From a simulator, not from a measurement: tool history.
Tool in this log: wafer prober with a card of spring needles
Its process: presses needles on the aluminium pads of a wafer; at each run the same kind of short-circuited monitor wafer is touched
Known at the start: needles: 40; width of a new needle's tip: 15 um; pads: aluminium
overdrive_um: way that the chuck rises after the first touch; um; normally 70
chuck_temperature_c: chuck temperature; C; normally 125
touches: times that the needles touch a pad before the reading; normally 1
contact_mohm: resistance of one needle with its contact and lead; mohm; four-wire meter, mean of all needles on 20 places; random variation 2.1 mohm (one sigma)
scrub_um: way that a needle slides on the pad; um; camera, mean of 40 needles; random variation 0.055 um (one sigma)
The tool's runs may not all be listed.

run	hour	overdrive_um	chuck_temperature_c	touches	contact_mohm	scrub_um
1	0.0	70	125	1	242	10.51
2	14.4	70	125	1	241	10.74
3	24.5	70	125	1	257	10.59
4	43.3	70	125	1	252	10.65
5	53.9	70	125	2	258	10.66
6	66.3	70	125	1	268	10.53
7	81.6	70	125	1	273	10.42
8	99.1	70	125	1	259	10.46
9	113.6	70	125	1	264	10.46
10	132.2	70	125	1	257	10.43
11	148.4	70	125	1	269	10.38
12	156.9	70	31	1	260	10.37
13	169.3	70	125	1	274	10.51
14	188.5	70	125	1	257	10.49
15	202.6	70	125	1	260	10.30
16	213.0	61	81	3	231	8.99
17	228.4	81	33	1	236	11.94
18	242.1	65	31	1	248	9.54
19	258.9	65	31	1	264	9.46
20	269.5	65	117	1	260	9.46
21	282.8	70	100	2	248	10.20
22	300.1	63	97	2	242	9.08
23	316.7	56	125	1	280	8.09
24	328.6	70	125	3	242	10.15
25	341.5	70	125	3	245	10.74
26	351.2	72	53	3	231	11.17
27	361.1	70	69	1	228	10.67
28	370.8	51	69	1	281	7.78
29	385.3	51	69	1	277	7.73
30	403.9	51	69	1	260	7.69

Missing from the log above: 60 entries noted between runs. For each, name the pair of listed runs it sits between and say how the tool's hidden condition differs from the listed run just before to the listed run just after:
Runs 1 to 2: tips cleaned on abrasive film (hour 7.5); tips cleaned on abrasive film (hour 14.4)
  debris on the tips, nm: 8.6 -> 4; way that the needles fall short of the set height, um: 0.64 -> 0.77; tips' diameter, um: 15.23 -> 15.27
  measured minus no-state result, contact_mohm: +5 -> +3 mohm; scrub_um: -0.09 -> -0.12 um
Runs 2 to 3: tips cleaned on abrasive film (hour 21.8)
  debris on the tips, nm: 4 -> 39.6; way that the needles fall short of the set height, um: 0.77 -> 0.85; tips' diameter, um: 15.27 -> 15.3
  measured minus no-state result, contact_mohm: +3 -> +20 mohm; scrub_um: -0.12 -> -0.13 um
Runs 3 to 4: tips cleaned on abrasive film (hour 28.3); tips cleaned on abrasive film (hour 35.0); tips cleaned on abrasive film (hour 41.7)
  debris on the tips, nm: 39.6 -> 27; way that the needles fall short of the set height, um: 0.85 -> 1.04; tips' diameter, um: 15.3 -> 15.36
  measured minus no-state result, contact_mohm: +20 -> +14 mohm; scrub_um: -0.13 -> -0.16 um
Runs 4 to 5: tips cleaned on abrasive film (hour 48.9)
  debris on the tips, nm: 27 -> 63.3; way that the needles fall short of the set height, um: 1.04 -> 1.1; tips' diameter, um: 15.36 -> 15.39
  measured minus no-state result, contact_mohm: +14 -> +20 mohm; scrub_um: -0.16 -> -0.17 um
Runs 5 to 6: tips cleaned on abrasive film (hour 55.2); tips cleaned on abrasive film (hour 62.2)
  debris on the tips, nm: 63.3 -> 52.6; way that the needles fall short of the set height, um: 1.1 -> 1.26; tips' diameter, um: 15.39 -> 15.44
  measured minus no-state result, contact_mohm: +20 -> +28 mohm; scrub_um: -0.17 -> -0.19 um
Runs 6 to 7: tips cleaned on abrasive film (hour 69.0); tips cleaned on abrasive film (hour 75.5)
  debris on the tips, nm: 52.6 -> 72.4; way that the needles fall short of the set height, um: 1.26 -> 1.39; tips' diameter, um: 15.44 -> 15.49
  measured minus no-state result, contact_mohm: +28 -> +38 mohm; scrub_um: -0.19 -> -0.21 um
Runs 7 to 8: tips cleaned on abrasive film (hour 82.5); tips cleaned on abrasive film (hour 90.1); tips cleaned on abrasive film (hour 96.5)
  debris on the tips, nm: 72.4 -> 35.2; way that the needles fall short of the set height, um: 1.39 -> 1.59; tips' diameter, um: 15.49 -> 15.56
  measured minus no-state result, contact_mohm: +38 -> +19 mohm; scrub_um: -0.21 -> -0.25 um
Runs 8 to 9: tips cleaned on abrasive film (hour 103.7); tips cleaned on abrasive film (hour 110.2)
  debris on the tips, nm: 35.2 -> 49.2; way that the needles fall short of the set height, um: 1.59 -> 1.71; tips' diameter, um: 15.56 -> 15.6
  measured minus no-state result, contact_mohm: +19 -> +27 mohm; scrub_um: -0.25 -> -0.26 um
Runs 9 to 10: tips cleaned on abrasive film (hour 116.7); tips cleaned on abrasive film (hour 123.4); tips cleaned on abrasive film (hour 129.8)
  debris on the tips, nm: 49.2 -> 33.2; way that the needles fall short of the set height, um: 1.71 -> 1.9; tips' diameter, um: 15.6 -> 15.67
  measured minus no-state result, contact_mohm: +27 -> +19 mohm; scrub_um: -0.26 -> -0.29 um
Runs 10 to 11: tips cleaned on abrasive film (hour 136.9); tips cleaned on abrasive film (hour 144.3)
  debris on the tips, nm: 33.2 -> 55.7; way that the needles fall short of the set height, um: 1.9 -> 2.05; tips' diameter, um: 15.67 -> 15.72
  measured minus no-state result, contact_mohm: +19 -> +32 mohm; scrub_um: -0.29 -> -0.31 um
Runs 11 to 12: tips cleaned on abrasive film (hour 151.0)
  debris on the tips, nm: 55.7 -> 69.6; way that the needles fall short of the set height, um: 2.05 -> 2.09; tips' diameter, um: 15.72 -> 15.73
  measured minus no-state result, contact_mohm: +32 -> +45 mohm; scrub_um: -0.31 -> -0.32 um
Runs 12 to 13: tips cleaned on abrasive film (hour 157.9); tips cleaned on abrasive film (hour 164.8)
  debris on the tips, nm: 69.6 -> 63.9; way that the needles fall short of the set height, um: 2.09 -> 2.21; tips' diameter, um: 15.73 -> 15.78
  measured minus no-state result, contact_mohm: +45 -> +36 mohm; scrub_um: -0.32 -> -0.34 um
Runs 13 to 14: tips cleaned on abrasive film (hour 172.5); tips cleaned on abrasive film (hour 180.0); tips cleaned on abrasive film (hour 186.7)
  debris on the tips, nm: 63.9 -> 29.4; way that the needles fall short of the set height, um: 2.21 -> 2.4; tips' diameter, um: 15.78 -> 15.84
  measured minus no-state result, contact_mohm: +36 -> +17 mohm; scrub_um: -0.34 -> -0.37 um
Runs 14 to 15: tips cleaned on abrasive film (hour 193.1); tips cleaned on abrasive film (hour 200.0)
  debris on the tips, nm: 29.4 -> 41.3; way that the needles fall short of the set height, um: 2.4 -> 2.54; tips' diameter, um: 15.84 -> 15.89
  measured minus no-state result, contact_mohm: +17 -> +24 mohm; scrub_um: -0.37 -> -0.39 um
Runs 15 to 16: tips cleaned on abrasive film (hour 206.8); tips cleaned on abrasive film (hour 213.0)
  debris on the tips, nm: 41.3 -> 8.1; way that the needles fall short of the set height, um: 2.54 -> 2.67; tips' diameter, um: 15.89 -> 15.94
  measured minus no-state result, contact_mohm: +24 -> +4 mohm; scrub_um: -0.39 -> -0.41 um
Runs 16 to 17: tips cleaned on abrasive film (hour 219.5); tips cleaned on abrasive film (hour 226.2)
  debris on the tips, nm: 8.1 -> 39; way that the needles fall short of the set height, um: 2.67 -> 2.8; tips' diameter, um: 15.94 -> 15.98
  measured minus no-state result, contact_mohm: +4 -> +20 mohm; scrub_um: -0.41 -> -0.43 um
Runs 17 to 18: tips cleaned on abrasive film (hour 233.1); tips cleaned on abrasive film (hour 239.9)
  debris on the tips, nm: 39 -> 37.4; way that the needles fall short of the set height, um: 2.8 -> 2.91; tips' diameter, um: 15.98 -> 16.02
  measured minus no-state result, contact_mohm: +20 -> +30 mohm; scrub_um: -0.43 -> -0.45 um
Runs 18 to 19: tips cleaned on abrasive film (hour 246.8); tips cleaned on abrasive film (hour 254.2)
  debris on the tips, nm: 37.4 -> 62.8; way that the needles fall short of the set height, um: 2.91 -> 3.06; tips' diameter, um: 16.02 -> 16.07
  measured minus no-state result, contact_mohm: +30 -> +49 mohm; scrub_um: -0.45 -> -0.47 um
Runs 19 to 20: tips cleaned on abrasive film (hour 260.6); tips cleaned on abrasive film (hour 267.3)
  debris on the tips, nm: 62.8 -> 34.6; way that the needles fall short of the set height, um: 3.06 -> 3.18; tips' diameter, um: 16.07 -> 16.11
  measured minus no-state result, contact_mohm: +49 -> +25 mohm; scrub_um: -0.47 -> -0.49 um
Runs 20 to 21: tips cleaned on abrasive film (hour 273.6); tips cleaned on abrasive film (hour 280.7)
  debris on the tips, nm: 34.6 -> 36.8; way that the needles fall short of the set height, um: 3.18 -> 3.3; tips' diameter, um: 16.11 -> 16.15
  measured minus no-state result, contact_mohm: +25 -> +15 mohm; scrub_um: -0.49 -> -0.51 um
Runs 21 to 22: tips cleaned on abrasive film (hour 287.1); tips cleaned on abrasive film (hour 293.6); tips cleaned on abrasive film (hour 300.1)
  debris on the tips, nm: 36.8 -> 8.3; way that the needles fall short of the set height, um: 3.3 -> 3.5; tips' diameter, um: 16.15 -> 16.23
  measured minus no-state result, contact_mohm: +15 -> +6 mohm; scrub_um: -0.51 -> -0.53 um
Runs 22 to 23: tips cleaned on abrasive film (hour 307.7); tips cleaned on abrasive film (hour 314.0)
  debris on the tips, nm: 8.3 -> 40.7; way that the needles fall short of the set height, um: 3.5 -> 3.66; tips' diameter, um: 16.23 -> 16.28
  measured minus no-state result, contact_mohm: +6 -> +40 mohm; scrub_um: -0.53 -> -0.56 um
Runs 23 to 24: tips cleaned on abrasive film (hour 320.8); tips cleaned on abrasive film (hour 328.3)
  debris on the tips, nm: 40.7 -> 11.7; way that the needles fall short of the set height, um: 3.66 -> 3.8; tips' diameter, um: 16.28 -> 16.33
  measured minus no-state result, contact_mohm: +40 -> +4 mohm; scrub_um: -0.56 -> -0.58 um
Runs 24 to 25: height of the first contact set anew (hour 332.5); tips cleaned on abrasive film (hour 335.2); tips cleaned on abrasive film (hour 341.5)
  debris on the tips, nm: 11.7 -> 3.3; way that the needles fall short of the set height, um: 3.8 -> 0.11; tips' diameter, um: 16.33 -> 16.37
  measured minus no-state result, contact_mohm: +4 -> +2 mohm; scrub_um: -0.58 -> -0.01 um
Runs 25 to 26: tips cleaned on abrasive film (hour 347.8)
  debris on the tips, nm: 3.3 -> 44.9; way that the needles fall short of the set height, um: 0.11 -> 0.17; tips' diameter, um: 16.37 -> 16.39
  measured minus no-state result, contact_mohm: +2 -> +10 mohm; scrub_um: -0.01 -> -0.03 um
Runs 26 to 27: tips cleaned on abrasive film (hour 354.1); tips cleaned on abrasive film (hour 361.0)
  debris on the tips, nm: 44.9 -> 4.5; way that the needles fall short of the set height, um: 0.17 -> 0.29; tips' diameter, um: 16.39 -> 16.43
  measured minus no-state result, contact_mohm: +10 -> +4 mohm; scrub_um: -0.03 -> -0.04 um
Runs 27 to 28: tips cleaned on abrasive film (hour 367.8)
  debris on the tips, nm: 4.5 -> 44.3; way that the needles fall short of the set height, um: 0.29 -> 0.37; tips' diameter, um: 16.43 -> 16.46
  measured minus no-state result, contact_mohm: +4 -> +49 mohm; scrub_um: -0.04 -> -0.06 um
Runs 28 to 29: tips cleaned on abrasive film (hour 375.0); tips cleaned on abrasive film (hour 382.6)
  debris on the tips, nm: 44.3 -> 38.8; way that the needles fall short of the set height, um: 0.37 -> 0.53; tips' diameter, um: 16.46 -> 16.51
  measured minus no-state result, contact_mohm: +49 -> +45 mohm; scrub_um: -0.06 -> -0.08 um
Runs 29 to 30: tips cleaned on abrasive film (hour 389.1); tips cleaned on abrasive film (hour 395.7); tips cleaned on abrasive film (hour 402.4)
  debris on the tips, nm: 38.8 -> 25.5; way that the needles fall short of the set height, um: 0.53 -> 0.71; tips' diameter, um: 16.51 -> 16.58
  measured minus no-state result, contact_mohm: +45 -> +30 mohm; scrub_um: -0.08 -> -0.11 um
